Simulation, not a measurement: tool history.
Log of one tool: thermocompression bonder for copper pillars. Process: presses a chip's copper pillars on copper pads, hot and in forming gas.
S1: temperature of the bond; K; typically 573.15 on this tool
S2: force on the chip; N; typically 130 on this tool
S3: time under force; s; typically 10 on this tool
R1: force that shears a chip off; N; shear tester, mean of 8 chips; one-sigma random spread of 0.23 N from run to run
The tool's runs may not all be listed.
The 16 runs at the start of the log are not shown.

Run 17, hour 487.7: usual settings but S3 7 s. Result: R1 52.6 N.
Run 18, hour 510.2: usual settings but S3 7 s. Result: R1 52.4 N.
Run 19, hour 533.3: usual settings but S3 7 s. Result: R1 52.1 N.
Run 20, hour 553.3: usual settings but S2 97 N. Result: R1 50.6 N.
At hour 573: forming gas filter changed.
Run 21, hour 580.1: usual settings but S2 97 N. Result: R1 54.1 N.
Run 22, hour 621.6: usual settings but S2 97 N. Result: R1 53.9 N.
Run 23, hour 645.1: usual settings but S1 564.15 K, S2 179 N. Result: R1 67.3 N.
Run 24, hour 666.4: usual settings but S1 561.15 K, S3 9 s. Result: R1 54.1 N.
Run 25, hour 691.6: usual settings but S1 561.15 K, S3 9 s. Result: R1 54.4 N.
Run 26, hour 729.4: usual settings but S1 568.15 K, S2 176 N, S3 6 s. Result: R1 57.4 N.
Run 27, hour 773.7: usual settings but S1 568.15 K, S2 176 N, S3 6 s. Result: R1 57 N.
Run 28, hour 800.7: usual settings but S1 571.15 K, S2 170 N, S3 6 s. Result: R1 57.5 N.
Run 29, hour 826.9: usual settings but S2 116 N, S3 15 s. Result: R1 65.6 N.
Run 30, hour 866.4: usual settings but S1 578.15 K, S2 175 N, S3 25 s. Result: R1 88.2 N.
Run 31, hour 886.5: usual settings but S1 578.15 K, S2 90 N, S3 25 s. Result: R1 69.4 N.
At hour 899.5: forming gas filter changed.
Run 32, hour 916.8: usual settings but S1 554.15 K, S2 172 N. Result: R1 63 N.
Run 33, hour 961.9: usual settings but S1 548.15 K, S2 149 N, S3 30 s. Result: R1 77.5 N.
At hour 985.3: heater calibrated with a thermocouple chip.
Run 34, hour 1004: usual settings but S2 191 N. Result: R1 71.6 N.
Run 35, hour 1047.9: usual settings but S2 191 N. Result: R1 70.6 N.
Run 36, hour 1084: usual settings but S1 570.15 K, S2 171 N, S3 9 s. Result: R1 63.6 N.
Run 37, hour 1115.5: usual settings but S1 570.15 K, S2 171 N, S3 9 s. Result: R1 63.1 N.
Run 38, hour 1146.8: usual settings but S1 590.15 K, S2 105 N, S3 21 s. Result: R1 74.8 N.

Consider 4 possible next runs. They are alternatives, not a sequence: every one starts from the tool as it was left by run 38. What does each give?
Run A, hour 1189.9: usual settings but S1 589.15 K, S3 23 s. Result: R1 ?.
Run B, hour 1189.9: usual settings but S2 148 N, S3 9 s. Result: R1 ?.
Run C, hour 1189.9: usual settings but S1 547.15 K, S2 141 N, S3 17 s. Result: R1 ?.
Run D, hour 1189.9: usual settings but S3 21 s. Result: R1 ?.

run    R1
  A  81.7
  B  59.4
  C  58.4
  D  72.4
What these runs would have given with no unlogged condition in the tool:
run    R1
  A  85.2
  B  61.4
  C  60.4
  D  75.2
